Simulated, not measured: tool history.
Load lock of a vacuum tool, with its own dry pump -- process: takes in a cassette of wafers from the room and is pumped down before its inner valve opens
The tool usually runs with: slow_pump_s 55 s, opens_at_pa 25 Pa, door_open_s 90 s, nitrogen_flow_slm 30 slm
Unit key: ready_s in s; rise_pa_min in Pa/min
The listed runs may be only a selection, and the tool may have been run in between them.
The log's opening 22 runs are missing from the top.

run	hour	slow_pump_s	opens_at_pa	door_open_s	nitrogen_flow_slm	incoming humidity of the room's air, %	ready_s	rise_pa_min
23	1639.6	29	37	90	30	44.3	60.6	0.027
24	1739.7	29	30	47	30	47.2	62.6	0.023
25	1839.4	55	19	90	36	43.7	87	0.021
26	1904	55	35	90	36	45.6	83.2	0.028
27	1983.5	55	35	90	36	44.9	83.2	0.027
28	2080.4	92	46	50	7	42.9	111.6	0.044
29	2173.5	92	46	50	7	48.3	111.4	0.044
30	2275.9	58	25	90	6	41.1	86.9	0.05
31	2324.6	55	21	40	30	44.7	87	0.026
32	2385.9	31	21	40	6	44.4	66.1	0.038
33	2457.6	35	37	112	27	44	66.9	0.032
34	2513.3	35	37	112	27	45.1	67.6	0.036
35	2588.3	35	46	112	13	40.7	66.1	0.04
36	2643.3	55	19	30	44	47.8	86.8	0.015
37	2693.7	55	25	88	4	46.3	86.2	0.063
38	2750.5	55	25	88	4	43.6	85.9	0.062

Predict each of these 3 candidate next runs independently; none follows another, all start after run 38:
A	2811.9	55	25	90	42	46.5	?	?
B	2811.9	33	24	88	27	48.5	?	?
C	2811.9	66	22	27	4	45.2	?	?

run	ready_s	rise_pa_min
A	84.5	0.024
B	67.1	0.026
C	94.6	0.036
With no hidden state in the tool, these same runs would have given:
run	ready_s	rise_pa_min
A	78.2	0.019
B	59.8	0.021
C	88.5	0.031

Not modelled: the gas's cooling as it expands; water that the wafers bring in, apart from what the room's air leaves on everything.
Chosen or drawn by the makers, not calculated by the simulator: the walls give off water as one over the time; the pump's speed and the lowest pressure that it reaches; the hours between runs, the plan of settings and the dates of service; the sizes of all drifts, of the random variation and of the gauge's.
